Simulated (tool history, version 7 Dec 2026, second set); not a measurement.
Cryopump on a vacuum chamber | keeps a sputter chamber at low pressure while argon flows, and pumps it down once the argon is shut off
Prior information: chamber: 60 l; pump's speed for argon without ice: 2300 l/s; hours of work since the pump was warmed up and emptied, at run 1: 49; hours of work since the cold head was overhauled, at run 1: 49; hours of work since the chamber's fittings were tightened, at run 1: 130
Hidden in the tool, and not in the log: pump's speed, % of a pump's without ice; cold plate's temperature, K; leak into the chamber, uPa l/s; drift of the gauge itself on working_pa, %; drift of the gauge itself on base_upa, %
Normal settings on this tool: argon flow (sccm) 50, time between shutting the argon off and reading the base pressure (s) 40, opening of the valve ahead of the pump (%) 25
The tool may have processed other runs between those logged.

run   hour  argon flow (sccm)  time between shutting the argon off and reading the base pressure (s)  opening of the valve ahead of the pump (%)  hours of work since the pump was warmed up and emptied  hours of work since the cold head was overhauled  hours of work since the chamber's fittings were tightened  pressure while argon flows (Pa)  pressure after the wait (uPa)
  1    0.0                 50                                                                     40                                          25                                                      49                                                49                                                        130                           0.1472                           1.52
  2   13.0                 50                                                                     40                                          25                                                      54                                                54                                                        136                           0.1494                           1.60
  3   27.0                 50                                                                     40                                          25                                                      60                                                60                                                        141                           0.1479                           1.58
  4   38.6                 50                                                                     40                                          25                                                      64                                                64                                                        146                           0.1486                           1.58
  5   46.1                 50                                                                     40                                          25                                                      68                                                68                                                        149                           0.1493                           1.60
  6   62.2                 50                                                                     40                                          25                                                      74                                                74                                                        156                           0.1492                           1.58
  7   70.7                 50                                                                     40                                          22                                                      78                                                78                                                        159                           0.1687                           1.57
  8   81.2                 50                                                                     40                                          22                                                      82                                                82                                                        163                           0.1684                           1.60
  9   93.6                 50                                                                     40                                          22                                                      87                                                87                                                        168                           0.1702                           1.59
 10  104.3                 50                                                                     40                                          25                                                      91                                                91                                                        173                           0.1501                           1.57
 11  114.4                 35                                                                     40                                          25                                                      95                                                95                                                        177                           0.1035                           1.58
 12  130.7                 50                                                                     83                                          25                                                     102                                               102                                                        184                           0.1497                           0.93
 13  138.5                 44                                                                     40                                          25                                                     105                                               105                                                        187                           0.1323                           1.59
 14  150.3                 50                                                                     40                                          25                                                     110                                               110                                                        192                           0.1487                           1.63
 15  163.3                 50                                                                     40                                          25                                                     115                                               115                                                        197                           0.1494                           1.63
 16  176.1                 50                                                                     40                                          25                                                     121                                               121                                                        202                           0.1511                           1.63
 17  190.5                 50                                                                     40                                          25                                                     126                                               126                                                        208                           0.1489                           1.63
 18  203.3                 50                                                                    265                                          26                                                     132                                               132                                                        213                           0.1458                           0.48
 19  210.2                 50                                                                    284                                          16                                                     135                                               135                                                        216                           0.2322                           0.49
 20  223.8                 50                                                                    284                                          16                                                     140                                               140                                                        222                           0.2312                           0.50
 21  233.2                 34                                                                     75                                          35                                                     144                                               144                                                        225                           0.0730                           0.99
 22  241.0                 50                                                                    127                                          50                                                     147                                               147                                                        229                           0.0767                           0.74
 23  250.3                 50                                                                    127                                          50                                                     151                                               151                                                        232                           0.0766                           0.75
 24  257.1                 20                                                                     33                                          50                                                     154                                               154                                                        235                           0.0307                           1.91
 25  267.2                 20                                                                     71                                          50                                                     158                                               158                                                        239                           0.0313                           1.04
 26  277.7                 35                                                                    197                                          50                                                     162                                               162                                                        244                           0.0539                           0.59
 27  293.0                 26                                                                     32                                          25                                                     168                                               168                                                        250                           0.0783                           1.99
 28  306.8                 50                                                                     22                                          25                                                     174                                               174                                                        255                           0.1497                           2.75
 29  317.9                 93                                                                     55                                          40                                                     178                                               178                                                        260                           0.1765                           1.31
 30  324.6                 51                                                                     55                                          25                                                     181                                               181                                                        263                           0.1533                           1.27
 31  331.8                 83                                                                     95                                          25                                                     184                                               184                                                        266                           0.2502                           0.88
 32  343.4                 88                                                                     95                                          50                                                     189                                               189                                                        270                           0.1359                           0.95
 33  352.2                 39                                                                     92                                          25                                                     192                                               192                                                        274                           0.1174                           0.96
 34  366.1                 43                                                                     76                                          22                                                     198                                               198                                                        280                           0.1473                           1.09

Difference, measured minus no-hidden-state, one row per run. Run-to-run variation is common to both terms; the gauge's own scatter need not be:
run  pressure while argon flows (Pa)  pressure after the wait (uPa)
  1                          +0.0012                          +0.10
  2                          +0.0014                          +0.11
  3                          +0.0014                          +0.12
  4                          +0.0015                          +0.12
  5                          +0.0016                          +0.12
  6                          +0.0017                          +0.12
  7                          +0.0017                          +0.13
  8                          +0.0018                          +0.13
  9                          +0.0019                          +0.13
 10                          +0.0019                          +0.14
 11                          +0.0015                          +0.14
 12                          +0.0021                          +0.15
 13                          +0.0020                          +0.15
 14                          +0.0023                          +0.15
 15                          +0.0024                          +0.16
 16                          +0.0025                          +0.16
 17                          +0.0025                          +0.17
 18                          +0.0027                          +0.17
 19                          +0.0027                          +0.17
 20                          +0.0028                          +0.18
 21                          +0.0019                          +0.17
 22                          +0.0029                          +0.18
 23                          +0.0030                          +0.19
 24                          +0.0012                          +0.19
 25                          +0.0012                          +0.19
 26                          +0.0022                          +0.20
 27                          +0.0017                          +0.20
 28                          +0.0034                          +0.20
 29                          +0.0065                          +0.21
 30                          +0.0036                          +0.22
 31                          +0.0061                          +0.21
 32                          +0.0065                          +0.23
 33                          +0.0030                          +0.23
 34                          +0.0033                          +0.23
